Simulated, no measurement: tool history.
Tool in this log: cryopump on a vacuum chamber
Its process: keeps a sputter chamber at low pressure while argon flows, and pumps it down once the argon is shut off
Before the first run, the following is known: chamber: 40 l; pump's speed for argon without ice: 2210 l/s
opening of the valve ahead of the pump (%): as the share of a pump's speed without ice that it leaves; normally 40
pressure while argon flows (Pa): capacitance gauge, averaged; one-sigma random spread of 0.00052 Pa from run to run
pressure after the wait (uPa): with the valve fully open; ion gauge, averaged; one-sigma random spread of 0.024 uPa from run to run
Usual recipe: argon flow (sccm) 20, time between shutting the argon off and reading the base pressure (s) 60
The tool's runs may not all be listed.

| run | hour | argon flow (sccm) | time between shutting the argon off and reading the base pressure (s) | opening of the valve ahead of the pump (%) | pressure while argon flows (Pa) | pressure after the wait (uPa) |
|---|---|---|---|---|---|---|
| 1 | 0.0 | 20 | 60 | 40 | 0.0411 | 1.40 |
| 2 | 46.4 | 20 | 60 | 40 | 0.0404 | 1.46 |
| 3 | 126.8 | 20 | 60 | 40 | 0.0422 | 1.52 |
| 4 | 200.9 | 20 | 60 | 23 | 0.0709 | 1.55 |
| 5 | 238.5 | 20 | 60 | 16 | 0.0992 | 1.58 |
| 6 | 278.9 | 20 | 60 | 16 | 0.0988 | 1.62 |
| 7 | 319.1 | 12 | 60 | 40 | 0.0252 | 1.60 |
|  | 347.6 | pump warmed up, emptied and cooled again |
| 8 | 368.7 | 29 | 60 | 40 | 0.0567 | 1.44 |
| 9 | 417.3 | 29 | 60 | 40 | 0.0558 | 1.47 |
| 10 | 485.8 | 29 | 141 | 40 | 0.0567 | 1.02 |
| 11 | 541.4 | 29 | 141 | 40 | 0.0561 | 1.14 |
| 12 | 602.4 | 29 | 141 | 40 | 0.0572 | 1.17 |
| 13 | 654.2 | 29 | 141 | 40 | 0.0574 | 1.09 |
| 14 | 694.2 | 29 | 141 | 40 | 0.0566 | 1.14 |
| 15 | 731.8 | 20 | 60 | 40 | 0.0386 | 1.60 |
| 16 | 780.7 | 20 | 121 | 40 | 0.0396 | 1.28 |
| 17 | 843.2 | 20 | 63 | 40 | 0.0395 | 1.67 |
| 18 | 901.3 | 17 | 199 | 40 | 0.0339 | 1.19 |
| 19 | 964.6 | 38 | 97 | 28 | 0.1073 | 1.43 |
| 20 | 1013.8 | 38 | 97 | 28 | 0.1058 | 1.51 |
| 21 | 1067.4 | 20 | 60 | 24 | 0.0655 | 1.83 |
| 22 | 1107.4 | 20 | 22 | 41 | 0.0397 | 3.11 |
| 23 | 1167.7 | 20 | 22 | 41 | 0.0393 | 3.12 |
| 24 | 1218.7 | 20 | 22 | 41 | 0.0386 | 3.02 |
| 25 | 1266.1 | 28 | 280 | 41 | 0.0553 | 1.36 |
| 26 | 1333.5 | 28 | 280 | 41 | 0.0551 | 1.33 |
| 27 | 1409.7 | 13 | 44 | 44 | 0.0246 | 2.30 |
| 28 | 1490.3 | 37 | 39 | 49 | 0.0622 | 2.45 |
| 29 | 1538.7 | 37 | 39 | 49 | 0.0631 | 2.46 |
| 30 | 1577.5 | 19 | 127 | 35 | 0.0448 | 1.69 |
| 31 | 1645.8 | 27 | 151 | 34 | 0.0645 | 1.63 |
| 32 | 1691.8 | 27 | 151 | 34 | 0.0655 | 1.65 |
| 33 | 1758.8 | 18 | 125 | 22 | 0.0656 | 1.81 |

Pick out some run-to-run changes in pressure while argon flows (Pa). Of each, how much would a tool without hidden state show as well, from the settings, what came in and chance, and how much is left for the hidden state and any gauge scatter not in both results compared?
Hidden conditions of the tool in this case: pump's speed, % of a pump's without ice; cold plate's temperature, K; leak into the chamber, uPa l/s; drift of the gauge itself on working_pa, %; drift of the gauge itself on base_upa, %.
Run 6 -> 7: argon flow (sccm) 20 -> 12, opening of the valve ahead of the pump (%) 16 -> 40. pressure while argon flows (Pa) -0.0736: hidden state -0.0015, all else -0.0721.
Run 7 -> 8: argon flow (sccm) 12 -> 29, pump warmed up, emptied and cooled again. pressure while argon flows (Pa) +0.0315: hidden state -0.0020, all else +0.0335.
Run 18 -> 19: argon flow (sccm) 17 -> 38, time between shutting the argon off and reading the base pressure (s) 199 -> 97, opening of the valve ahead of the pump (%) 40 -> 28. pressure while argon flows (Pa) +0.0734: hidden state +0.0019, all else +0.0715.
Run 20 -> 21: argon flow (sccm) 38 -> 20, time between shutting the argon off and reading the base pressure (s) 97 -> 60, opening of the valve ahead of the pump (%) 28 -> 24. pressure while argon flows (Pa) -0.0403: hidden state -0.0013, all else -0.0390.
Run 27 -> 28: argon flow (sccm) 13 -> 37, time between shutting the argon off and reading the base pressure (s) 44 -> 39, opening of the valve ahead of the pump (%) 44 -> 49. pressure while argon flows (Pa) +0.0376: hidden state +0.0035, all else +0.0341.
Run 29 -> 30: argon flow (sccm) 37 -> 19, time between shutting the argon off and reading the base pressure (s) 39 -> 127, opening of the valve ahead of the pump (%) 49 -> 35. pressure while argon flows (Pa) -0.0183: hidden state -0.0027, all else -0.0156.
